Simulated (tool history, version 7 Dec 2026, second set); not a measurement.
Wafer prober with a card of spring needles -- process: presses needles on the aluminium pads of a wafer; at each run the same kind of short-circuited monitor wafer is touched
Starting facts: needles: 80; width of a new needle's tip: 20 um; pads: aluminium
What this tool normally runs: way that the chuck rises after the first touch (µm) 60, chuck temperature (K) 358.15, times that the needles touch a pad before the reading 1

run,day,way that the chuck rises after the first touch (µm),chuck temperature (K),times that the needles touch a pad before the reading,resistance of one needle with its contact and lead (mohm),way that a needle slides on the pad (µm)
1,0.000,60,358.15,1,236,12.89
# day 0.096: tips cleaned on abrasive film
# day 0.333: tips cleaned on abrasive film
# day 0.571: tips cleaned on abrasive film
# day 0.808: tips cleaned on abrasive film
# day 1.042: tips cleaned on abrasive film
# day 1.279: tips cleaned on abrasive film
# day 1.471: tips cleaned on abrasive film
# day 1.708: tips cleaned on abrasive film
# day 1.942: tips cleaned on abrasive film
# day 2.179: tips cleaned on abrasive film
# day 2.417: tips cleaned on abrasive film
2,2.525,60,358.15,1,241,12.69
# day 2.621: tips cleaned on abrasive film
# day 2.858: tips cleaned on abrasive film
# day 3.050: tips cleaned on abrasive film
# day 3.288: tips cleaned on abrasive film
# day 3.521: tips cleaned on abrasive film
# day 3.712: tips cleaned on abrasive film
# day 3.950: tips cleaned on abrasive film
# day 4.188: tips cleaned on abrasive film
# day 4.375: tips cleaned on abrasive film
# day 4.612: tips cleaned on abrasive film
# day 4.850: tips cleaned on abrasive film
# day 5.088: tips cleaned on abrasive film
# day 5.321: tips cleaned on abrasive film
3,5.425,60,358.15,1,239,12.51
# day 5.525: tips cleaned on abrasive film
# day 5.629: height of the first contact set anew
# day 5.775: tips cleaned on abrasive film
# day 6.008: tips cleaned on abrasive film
# day 6.200: tips cleaned on abrasive film
# day 6.438: tips cleaned on abrasive film
# day 6.675: tips cleaned on abrasive film
# day 6.908: tips cleaned on abrasive film
# day 7.146: tips cleaned on abrasive film
# day 7.338: tips cleaned on abrasive film
# day 7.571: tips cleaned on abrasive film
# day 7.762: tips cleaned on abrasive film
# day 8.000: tips cleaned on abrasive film
# day 8.238: tips cleaned on abrasive film
# day 8.425: tips cleaned on abrasive film
# day 8.662: tips cleaned on abrasive film
# day 8.900: tips cleaned on abrasive film
# day 9.138: tips cleaned on abrasive film
# day 9.371: tips cleaned on abrasive film
# day 9.608: tips cleaned on abrasive film
4,9.646,51,358.15,1,237,10.80
# day 9.838: tips cleaned on abrasive film
# day 10.075: tips cleaned on abrasive film
# day 10.308: tips cleaned on abrasive film
# day 10.546: tips cleaned on abrasive film
# day 10.783: tips cleaned on abrasive film
# day 11.021: tips cleaned on abrasive film
# day 11.254: tips cleaned on abrasive film
# day 11.446: tips cleaned on abrasive film
# day 11.683: tips cleaned on abrasive film
# day 11.921: tips cleaned on abrasive film
# day 12.117: height of the first contact set anew
# day 12.167: tips cleaned on abrasive film
# day 12.358: tips cleaned on abrasive film
# day 12.596: tips cleaned on abrasive film
# day 12.833: tips cleaned on abrasive film
# day 13.067: tips cleaned on abrasive film
5,13.233,60,358.15,1,259,12.90
# day 13.288: tips cleaned on abrasive film
# day 13.521: tips cleaned on abrasive film
# day 13.758: tips cleaned on abrasive film
# day 13.996: tips cleaned on abrasive film
# day 14.233: tips cleaned on abrasive film
# day 14.467: tips cleaned on abrasive film
# day 14.704: tips cleaned on abrasive film
# day 14.942: tips cleaned on abrasive film
# day 15.179: tips cleaned on abrasive film
# day 15.367: tips cleaned on abrasive film
# day 15.604: tips cleaned on abrasive film
# day 15.842: tips cleaned on abrasive film
# day 16.033: tips cleaned on abrasive film
6,16.167,60,358.15,1,255,12.75
# day 16.262: tips cleaned on abrasive film
# day 16.454: tips cleaned on abrasive film
# day 16.692: tips cleaned on abrasive film
# day 16.879: tips cleaned on abrasive film
# day 17.117: tips cleaned on abrasive film
# day 17.354: tips cleaned on abrasive film
# day 17.592: tips cleaned on abrasive film
# day 17.825: tips cleaned on abrasive film
# day 18.062: tips cleaned on abrasive film
# day 18.254: tips cleaned on abrasive film
# day 18.488: tips cleaned on abrasive film
# day 18.642: height of the first contact set anew
# day 18.738: tips cleaned on abrasive film
# day 18.975: tips cleaned on abrasive film
# day 19.212: tips cleaned on abrasive film
# day 19.408: tips cleaned on abrasive film
7,19.408,60,358.15,1,205,13.02
# day 19.646: tips cleaned on abrasive film
# day 19.883: tips cleaned on abrasive film
# day 20.121: tips cleaned on abrasive film
# day 20.308: tips cleaned on abrasive film
# day 20.546: tips cleaned on abrasive film
# day 20.783: tips cleaned on abrasive film
# day 21.021: tips cleaned on abrasive film
# day 21.254: tips cleaned on abrasive film
# day 21.492: tips cleaned on abrasive film
# day 21.729: tips cleaned on abrasive film
# day 21.921: tips cleaned on abrasive film
# day 22.062: tips cleaned on abrasive film, once more
# day 22.300: tips cleaned on abrasive film
# day 22.538: tips cleaned on abrasive film
# day 22.771: tips cleaned on abrasive film
8,22.942,60,358.15,1,261,12.81
# day 22.992: tips cleaned on abrasive film
# day 23.229: tips cleaned on abrasive film
# day 23.467: tips cleaned on abrasive film
# day 23.700: tips cleaned on abrasive film
# day 23.892: tips cleaned on abrasive film
# day 24.129: tips cleaned on abrasive film
# day 24.317: tips cleaned on abrasive film
# day 24.554: tips cleaned on abrasive film
# day 24.792: tips cleaned on abrasive film
# day 25.029: tips cleaned on abrasive film
# day 25.133: height of the first contact set anew
# day 25.229: tips cleaned on abrasive film
# day 25.467: tips cleaned on abrasive film
# day 25.704: tips cleaned on abrasive film
# day 26.204: card fitted with new needles
9,26.254,60,358.15,1,214,12.98
# day 26.400: tips cleaned on abrasive film
# day 26.638: tips cleaned on abrasive film
# day 26.825: tips cleaned on abrasive film
# day 27.062: tips cleaned on abrasive film
# day 27.300: tips cleaned on abrasive film
# day 27.538: tips cleaned on abrasive film
# day 27.725: tips cleaned on abrasive film
# day 27.962: tips cleaned on abrasive film
# day 28.200: tips cleaned on abrasive film
# day 28.438: tips cleaned on abrasive film
# day 28.671: tips cleaned on abrasive film
# day 28.862: tips cleaned on abrasive film
# day 29.100: tips cleaned on abrasive film
# day 29.288: tips cleaned on abrasive film
10,29.467,41,358.15,2,256,8.68
# day 29.517: tips cleaned on abrasive film
# day 29.750: tips cleaned on abrasive film
# day 29.988: tips cleaned on abrasive film
# day 30.225: tips cleaned on abrasive film
# day 30.462: tips cleaned on abrasive film
# day 30.700: tips cleaned on abrasive film
# day 30.888: tips cleaned on abrasive film
# day 31.125: tips cleaned on abrasive film
# day 31.362: tips cleaned on abrasive film
# day 31.600: tips cleaned on abrasive film
# day 31.833: tips cleaned on abrasive film
# day 32.071: tips cleaned on abrasive film
# day 32.308: tips cleaned on abrasive film
11,32.483,41,316.15,2,253,8.54
# day 32.533: tips cleaned on abrasive film
# day 32.683: height of the first contact set anew
# day 32.783: tips cleaned on abrasive film
# day 32.971: tips cleaned on abrasive film
# day 33.208: tips cleaned on abrasive film
# day 33.446: tips cleaned on abrasive film
# day 33.683: tips cleaned on abrasive film
# day 33.917: tips cleaned on abrasive film
# day 34.154: tips cleaned on abrasive film
# day 34.346: tips cleaned on abrasive film
# day 34.579: tips cleaned on abrasive film
# day 34.817: tips cleaned on abrasive film
# day 35.054: tips cleaned on abrasive film
# day 35.292: tips cleaned on abrasive film
# day 35.529: tips cleaned on abrasive film
# day 35.762: tips cleaned on abrasive film
# day 36.000: tips cleaned on abrasive film
# day 36.238: tips cleaned on abrasive film
12,36.242,60,321.15,1,195,12.77
# day 36.429: tips cleaned on abrasive film
# day 36.621: tips cleaned on abrasive film
# day 36.858: tips cleaned on abrasive film
# day 37.092: tips cleaned on abrasive film
# day 37.283: tips cleaned on abrasive film
# day 37.521: tips cleaned on abrasive film
# day 37.758: tips cleaned on abrasive film
# day 37.946: tips cleaned on abrasive film
13,37.996,60,321.15,1,211,12.64
# day 38.142: tips cleaned on abrasive film
# day 38.375: tips cleaned on abrasive film
# day 38.612: tips cleaned on abrasive film
# day 38.850: tips cleaned on abrasive film
# day 39.088: tips cleaned on abrasive film
# day 39.192: height of the first contact set anew
# day 39.338: tips cleaned on abrasive film
# day 39.571: tips cleaned on abrasive film
# day 39.762: tips cleaned on abrasive film
# day 40.000: tips cleaned on abrasive film
# day 40.238: tips cleaned on abrasive film
# day 40.471: tips cleaned on abrasive film
14,40.604,43,355.15,1,273,9.17

Branching from run 14: 4 alternative next runs. What would each branch give?
# day 40.700: tips cleaned on abrasive film
# day 40.892: tips cleaned on abrasive film
# day 41.129: tips cleaned on abrasive film
# day 41.317: tips cleaned on abrasive film
# day 41.554: tips cleaned on abrasive film
# day 41.792: tips cleaned on abrasive film
# day 41.979: tips cleaned on abrasive film
# day 42.217: tips cleaned on abrasive film
# day 42.454: tips cleaned on abrasive film
# day 42.692: tips cleaned on abrasive film
# day 42.929: tips cleaned on abrasive film
A,43.083,43,355.15,1,?,?
# day 40.700: tips cleaned on abrasive film
# day 40.892: tips cleaned on abrasive film
# day 41.129: tips cleaned on abrasive film
# day 41.317: tips cleaned on abrasive film
# day 41.554: tips cleaned on abrasive film
# day 41.792: tips cleaned on abrasive film
# day 41.979: tips cleaned on abrasive film
# day 42.217: tips cleaned on abrasive film
# day 42.454: tips cleaned on abrasive film
# day 42.692: tips cleaned on abrasive film
# day 42.929: tips cleaned on abrasive film
B,43.083,62,392.15,3,?,?
# day 40.700: tips cleaned on abrasive film
# day 40.892: tips cleaned on abrasive film
# day 41.129: tips cleaned on abrasive film
# day 41.317: tips cleaned on abrasive film
# day 41.554: tips cleaned on abrasive film
# day 41.792: tips cleaned on abrasive film
# day 41.979: tips cleaned on abrasive film
# day 42.217: tips cleaned on abrasive film
# day 42.454: tips cleaned on abrasive film
# day 42.692: tips cleaned on abrasive film
# day 42.929: tips cleaned on abrasive film
C,43.083,70,300.15,1,?,?
# day 40.700: tips cleaned on abrasive film
# day 40.892: tips cleaned on abrasive film
# day 41.129: tips cleaned on abrasive film
# day 41.317: tips cleaned on abrasive film
# day 41.554: tips cleaned on abrasive film
# day 41.792: tips cleaned on abrasive film
# day 41.979: tips cleaned on abrasive film
# day 42.217: tips cleaned on abrasive film
# day 42.454: tips cleaned on abrasive film
# day 42.692: tips cleaned on abrasive film
# day 42.929: tips cleaned on abrasive film
D,43.083,67,358.15,2,?,?

run,resistance of one needle with its contact and lead (mohm),way that a needle slides on the pad (µm)
A,278,8.97
B,219,13.27
C,217,15.00
D,218,14.42
Had the tool no hidden state, the same runs would have come out as:
run,resistance of one needle with its contact and lead (mohm),way that a needle slides on the pad (µm)
A,204,9.21
B,205,13.51
C,184,15.24
D,197,14.66
